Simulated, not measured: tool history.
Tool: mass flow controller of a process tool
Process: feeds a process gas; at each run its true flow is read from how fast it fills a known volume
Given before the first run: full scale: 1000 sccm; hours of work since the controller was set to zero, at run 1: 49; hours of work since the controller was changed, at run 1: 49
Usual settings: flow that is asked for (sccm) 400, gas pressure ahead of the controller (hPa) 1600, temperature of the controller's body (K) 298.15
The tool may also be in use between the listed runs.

| run | hour | flow that is asked for (sccm) | gas pressure ahead of the controller (hPa) | temperature of the controller's body (K) | hours of work since the controller was set to zero | hours of work since the controller was changed | true flow (%) |
|---|---|---|---|---|---|---|---|
| 1 | 0.0 | 400 | 1600 | 298.15 | 49 | 49 | 99.94 |
| 2 | 93.3 | 400 | 1600 | 298.15 | 90 | 90 | 99.90 |
| 3 | 181.3 | 400 | 1600 | 298.15 | 128 | 128 | 99.90 |
| 4 | 236.5 | 400 | 1600 | 298.15 | 152 | 152 | 99.88 |
| 5 | 307.8 | 400 | 1600 | 298.15 | 182 | 182 | 99.95 |
| 6 | 388.1 | 400 | 1600 | 298.15 | 217 | 217 | 100.04 |
| 7 | 474.5 | 400 | 1600 | 298.15 | 255 | 255 | 99.90 |
| 8 | 525.4 | 400 | 1600 | 298.15 | 277 | 277 | 99.90 |
| 9 | 604.8 | 400 | 1600 | 298.15 | 311 | 311 | 100.00 |
| 10 | 698.0 | 400 | 1600 | 298.15 | 352 | 352 | 99.96 |
| 11 | 763.8 | 400 | 1600 | 298.15 | 380 | 380 | 99.83 |
| 12 | 866.7 | 400 | 1600 | 298.15 | 425 | 425 | 100.03 |
| 13 | 965.5 | 400 | 1600 | 298.15 | 468 | 468 | 99.91 |
| 14 | 1010.7 | 400 | 1600 | 298.15 | 487 | 487 | 99.93 |
| 15 | 1076.4 | 400 | 1600 | 298.15 | 516 | 516 | 100.05 |
| 16 | 1182.0 | 400 | 1660 | 298.15 | 561 | 561 | 99.89 |
| 17 | 1272.4 | 348 | 2250 | 298.15 | 601 | 601 | 99.66 |
| 18 | 1364.0 | 348 | 2250 | 298.15 | 640 | 640 | 99.65 |
| 19 | 1438.7 | 198 | 2300 | 309.15 | 673 | 673 | 99.44 |
| 20 | 1497.2 | 198 | 2300 | 309.15 | 698 | 698 | 99.33 |
| 21 | 1590.0 | 372 | 1730 | 298.15 | 738 | 738 | 99.76 |
| 22 | 1662.1 | 322 | 1600 | 297.15 | 769 | 769 | 100.14 |
| 23 | 1770.9 | 948 | 1600 | 307.15 | 817 | 817 | 99.48 |

Some steps in true flow (%), run to run, broken into two amounts with sign: the step expected even without the hidden condition (settings, incoming material, random variation), and the rest, left for the hidden condition together with whatever gauge scatter is not in both the measured and the hidden-condition-free result:
Hidden conditions of the tool in this case: flow at rest that the sensor doesn't see, % of full scale; true flow over the shown one, %; drift of the gauge itself on true_pct, %.
Run 18 -> 19: flow that is asked for (sccm) 348 -> 198, gas pressure ahead of the controller (hPa) 2250 -> 2300, temperature of the controller's body (K) 298.15 -> 309.15. true flow (%) -0.21: hidden state +0.28, all else -0.49.
Run 20 -> 21: flow that is asked for (sccm) 198 -> 372, gas pressure ahead of the controller (hPa) 2300 -> 1730, temperature of the controller's body (K) 309.15 -> 298.15. true flow (%) +0.43: hidden state -0.29, all else +0.72.
Run 22 -> 23: flow that is asked for (sccm) 322 -> 948, temperature of the controller's body (K) 297.15 -> 307.15. true flow (%) -0.66: hidden state -0.28, all else -0.38.

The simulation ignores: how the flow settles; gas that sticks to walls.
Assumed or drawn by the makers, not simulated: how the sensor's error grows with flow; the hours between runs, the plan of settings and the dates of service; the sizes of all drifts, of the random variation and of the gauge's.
